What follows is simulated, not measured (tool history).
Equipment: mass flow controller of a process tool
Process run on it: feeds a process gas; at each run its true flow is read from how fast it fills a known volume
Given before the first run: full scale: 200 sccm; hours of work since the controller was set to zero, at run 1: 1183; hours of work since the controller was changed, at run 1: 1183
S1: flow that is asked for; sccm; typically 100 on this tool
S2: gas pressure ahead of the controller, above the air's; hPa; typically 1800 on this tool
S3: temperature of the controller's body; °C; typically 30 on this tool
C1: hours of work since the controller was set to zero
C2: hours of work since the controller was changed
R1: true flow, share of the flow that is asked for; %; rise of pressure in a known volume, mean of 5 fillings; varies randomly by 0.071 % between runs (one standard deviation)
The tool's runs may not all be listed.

run,hour,S1,S2,S3,C1,C2,R1
1,0,100,1800,30,1183,1183,100.11
2,49,100,1800,30,1216,1216,99.98
3,129.1,100,1660,30,1270,1270,100.1
4,181.2,100,1660,26,1305,1305,99.82
5,254.5,100,1800,30,1354,1354,100.13
6,319.6,100,1800,30,1398,1398,100.12
7,401.5,100,1800,30,1453,1453,100.22
8,445,100,1800,29,1482,1482,100.15
9,537.4,100,1800,22,1544,1544,99.53
10,612.4,100,1800,22,1594,1594,99.56
11,700,28,1800,30,1653,1653,101.78
12,769.3,28,1800,30,1699,1699,101.86
13,817.8,28,1800,30,1732,1732,101.9
14,863.3,28,1800,32,1762,1762,102.12
15,938.3,28,1800,32,1812,1812,102.19
# hour 945.8: controller's zero set anew
16,993.7,100,1800,30,32,1849,100.85
17,1062.3,100,1800,30,78,1895,100.92
# hour 1153.8: controller's zero set anew, once more
18,1159.9,100,1800,30,4,1960,99.6
19,1233.4,100,1800,30,53,2009,99.48
20,1276.2,28,1800,30,82,2038,99.25
21,1344.3,28,1800,30,128,2084,99.34
22,1432.6,100,1800,30,187,2143,99.67
23,1482.3,96,1800,29,220,2176,99.47
24,1554.7,96,1800,29,269,2225,99.43
25,1618.6,31,1520,20,312,2268,98.73
26,1663.9,68,1900,30,342,2298,99.41
27,1722.6,65,1920,34,381,2337,99.68
28,1797.8,65,2190,34,432,2388,99.6
29,1868.7,40,1800,30,479,2435,99.63
30,1947.4,100,1790,24,532,2488,99.18
31,2012.1,24,2710,40,575,2531,100.62
32,2056.1,145,1800,30,605,2561,99.99
33,2116.3,179,1800,30,645,2601,100.21
34,2179.2,100,1800,33,687,2643,99.99
35,2269.3,32,1800,22,748,2704,99.43
36,2352.9,117,2660,21,804,2760,98.87
37,2441.1,100,1660,22,863,2819,99.21
38,2506.8,100,1660,22,907,2863,99.09
39,2579.2,46,1590,23,955,2911,99.45
40,2619.3,46,1590,23,982,2938,99.58
41,2670.8,43,1540,20,1017,2973,99.19
42,2760,24,1770,36,1077,3033,101.46
43,2818.8,82,1530,27,1116,3072,99.8
44,2879.6,82,2770,27,1157,3113,99.23

Each row is a separate what-if for the run after 44, all from the same tool condition, not one after another. Results?
A,2952.2,104,2770,27,1205,3161,?
B,2952.2,82,2770,24,1205,3161,?
C,2952.2,48,2770,26,1205,3161,?
D,2952.2,30,2420,31,1205,3161,?
E,2952.2,47,1660,27,1205,3161,?

run,R1
A,99.45
B,99.05
C,99.46
D,100.75
E,99.87
With no hidden state in the tool, these same runs would have given:
run,R1
A,99.17
B,98.6
C,98.46
D,98.96
E,98.85

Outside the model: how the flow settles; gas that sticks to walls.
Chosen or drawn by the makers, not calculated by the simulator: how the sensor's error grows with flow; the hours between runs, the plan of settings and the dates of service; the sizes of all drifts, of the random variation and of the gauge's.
